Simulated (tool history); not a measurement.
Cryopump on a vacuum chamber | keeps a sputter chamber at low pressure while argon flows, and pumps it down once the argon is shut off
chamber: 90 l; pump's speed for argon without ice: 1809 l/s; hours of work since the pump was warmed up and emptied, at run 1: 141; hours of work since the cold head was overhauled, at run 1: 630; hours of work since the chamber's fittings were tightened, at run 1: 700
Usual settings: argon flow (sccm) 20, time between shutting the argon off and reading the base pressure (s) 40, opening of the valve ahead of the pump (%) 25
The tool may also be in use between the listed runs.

| run | day | argon flow (sccm) | time between shutting the argon off and reading the base pressure (s) | opening of the valve ahead of the pump (%) | hours of work since the pump was warmed up and emptied | hours of work since the cold head was overhauled | hours of work since the chamber's fittings were tightened | pressure while argon flows (Pa) | pressure after the wait (uPa) |
|---|---|---|---|---|---|---|---|---|---|
| 1 | 0.000 | 20 | 40 | 25 | 141 | 630 | 700 | 0.0750 | 2.52 |
| 2 | 0.842 | 20 | 43 | 25 | 155 | 644 | 714 | 0.0759 | 2.46 |
| 3 | 1.467 | 20 | 20 | 25 | 165 | 654 | 724 | 0.0764 | 4.46 |
| 4 | 1.992 | 23 | 40 | 25 | 174 | 663 | 732 | 0.0876 | 2.55 |
| 5 | 2.425 | 23 | 40 | 25 | 181 | 670 | 740 | 0.0875 | 2.54 |
| 6 | 3.283 | 20 | 60 | 25 | 195 | 684 | 754 | 0.0763 | 1.88 |
| 7 | 3.900 | 20 | 60 | 25 | 205 | 694 | 764 | 0.0763 | 1.96 |
| 8 | 4.717 | 20 | 51 | 25 | 219 | 708 | 777 | 0.0772 | 2.13 |
| 9 | 5.746 | 20 | 51 | 25 | 236 | 725 | 794 | 0.0769 | 2.16 |
| 10 | 6.254 | 16 | 51 | 25 | 244 | 733 | 803 | 0.0616 | 2.17 |
| 11 | 6.967 | 16 | 51 | 25 | 256 | 745 | 814 | 0.0611 | 2.22 |
| 12 | 7.825 | 16 | 51 | 25 | 270 | 759 | 828 | 0.0622 | 2.25 |
| 13 | 8.462 | 14 | 55 | 34 | 280 | 769 | 839 | 0.0389 | 2.08 |
| 14 | 8.912 | 9 | 39 | 34 | 288 | 777 | 846 | 0.0253 | 2.68 |

3 ways to go on from here, each from the tool as it stands after run 14. What would each give?
| A | 9.958 | 39 | 120 | 24 | 305 | 794 | 864 | ? | ? |
| B | 9.958 | 9 | 236 | 22 | 305 | 794 | 864 | ? | ? |
| C | 9.958 | 12 | 273 | 56 | 305 | 794 | 864 | ? | ? |

| run | pressure while argon flows (Pa) | pressure after the wait (uPa) |
|---|---|---|
| A | 0.1568 | 1.35 |
| B | 0.0395 | 0.99 |
| C | 0.0214 | 0.95 |
Without the tool's hidden state the same runs would have given:
| run | pressure while argon flows (Pa) | pressure after the wait (uPa) |
|---|---|---|
| A | 0.1519 | 0.87 |
| B | 0.0384 | 0.53 |
| C | 0.0199 | 0.48 |
